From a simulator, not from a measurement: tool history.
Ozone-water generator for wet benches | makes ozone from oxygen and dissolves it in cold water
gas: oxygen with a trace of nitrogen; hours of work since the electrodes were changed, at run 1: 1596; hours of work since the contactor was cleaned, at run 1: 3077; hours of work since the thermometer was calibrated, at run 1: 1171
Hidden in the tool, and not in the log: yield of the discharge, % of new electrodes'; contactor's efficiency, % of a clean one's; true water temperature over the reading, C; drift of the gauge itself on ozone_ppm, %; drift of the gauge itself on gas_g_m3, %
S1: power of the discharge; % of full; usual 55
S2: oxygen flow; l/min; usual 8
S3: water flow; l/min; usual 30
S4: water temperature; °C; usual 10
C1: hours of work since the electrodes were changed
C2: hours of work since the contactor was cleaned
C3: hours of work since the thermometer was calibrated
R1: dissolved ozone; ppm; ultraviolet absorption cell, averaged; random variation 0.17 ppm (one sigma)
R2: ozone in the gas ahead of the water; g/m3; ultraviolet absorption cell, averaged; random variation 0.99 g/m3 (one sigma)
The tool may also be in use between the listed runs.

{"run": 1, "hour": 0.0, "S1": 55, "S2": 8, "S3": 30, "S4": 10, "C1": 1596, "C2": 3077, "C3": 1171, "R1": 22.5, "R2": 170.3}
{"run": 2, "hour": 55.1, "S1": 55, "S2": 8, "S3": 30, "S4": 10, "C1": 1633, "C2": 3113, "C3": 1207, "R1": 22.1, "R2": 171.7}
{"run": 3, "hour": 113.9, "S1": 55, "S2": 8, "S3": 30, "S4": 10, "C1": 1672, "C2": 3152, "C3": 1246, "R1": 22, "R2": 169.8}
{"run": 4, "hour": 189.5, "S1": 55, "S2": 8, "S3": 30, "S4": 10, "C1": 1722, "C2": 3202, "C3": 1296, "R1": 22, "R2": 170.5}
{"run": 5, "hour": 228.1, "S1": 55, "S2": 8, "S3": 30, "S4": 10, "C1": 1747, "C2": 3228, "C3": 1322, "R1": 22.1, "R2": 171.7}
{"run": 6, "hour": 270.4, "S1": 55, "S2": 8, "S3": 30, "S4": 10, "C1": 1775, "C2": 3256, "C3": 1350, "R1": 22.3, "R2": 172.8}
{"run": 7, "hour": 325.0, "S1": 55, "S2": 8, "S3": 30, "S4": 10, "C1": 1812, "C2": 3292, "C3": 1386, "R1": 22, "R2": 174}
{"run": 8, "hour": 379.6, "S1": 50, "S2": 8, "S3": 24, "S4": 10, "C1": 1848, "C2": 3328, "C3": 1422, "R1": 24.5, "R2": 157.6}
{"run": 9, "hour": 452.3, "S1": 55, "S2": 8, "S3": 35, "S4": 6, "C1": 1896, "C2": 3376, "C3": 1470, "R1": 20.1, "R2": 173.6}
{"run": 10, "hour": 487.2, "S1": 55, "S2": 8, "S3": 35, "S4": 6, "C1": 1919, "C2": 3399, "C3": 1493, "R1": 19.9, "R2": 173.1}
{"run": 11, "hour": 555.1, "S1": 89, "S2": 10.41, "S3": 48, "S4": 7, "C1": 1964, "C2": 3444, "C3": 1538, "R1": 22.1, "R2": 223.5}
{"run": 12, "hour": 607.1, "S1": 89, "S2": 10.41, "S3": 38, "S4": 8, "C1": 1998, "C2": 3479, "C3": 1573, "R1": 27.9, "R2": 227.8}
{"run": 13, "hour": 670.1, "S1": 66, "S2": 10.41, "S3": 38, "S4": 8, "C1": 2040, "C2": 3521, "C3": 1614, "R1": 21.2, "R2": 172.4}

Forecast each of these 4 alternatives for the next run:
{"run": "A", "hour": 713.2, "S1": 55, "S2": 5.25, "S3": 30, "S4": 5, "C1": 2069, "C2": 3549, "C3": 1643, "R1": "?", "R2": "?"}
{"run": "B", "hour": 713.2, "S1": 55, "S2": 8, "S3": 30, "S4": 5, "C1": 2069, "C2": 3549, "C3": 1643, "R1": "?", "R2": "?"}
{"run": "C", "hour": 713.2, "S1": 55, "S2": 6.41, "S3": 30, "S4": 10, "C1": 2069, "C2": 3549, "C3": 1643, "R1": "?", "R2": "?"}
{"run": "D", "hour": 713.2, "S1": 53, "S2": 6.85, "S3": 30, "S4": 10, "C1": 2069, "C2": 3549, "C3": 1643, "R1": "?", "R2": "?"}

run=A R1=23.1 R2=229.1
run=B R1=23.5 R2=172.7
run=C R1=22.2 R2=200.7
run=D R1=21.4 R2=186.2
Without the tool's hidden state the same runs would have given:
run=A R1=23.1 R2=226.4
run=B R1=23.6 R2=170.6
run=C R1=22.2 R2=198.3
run=D R1=21.5 R2=184
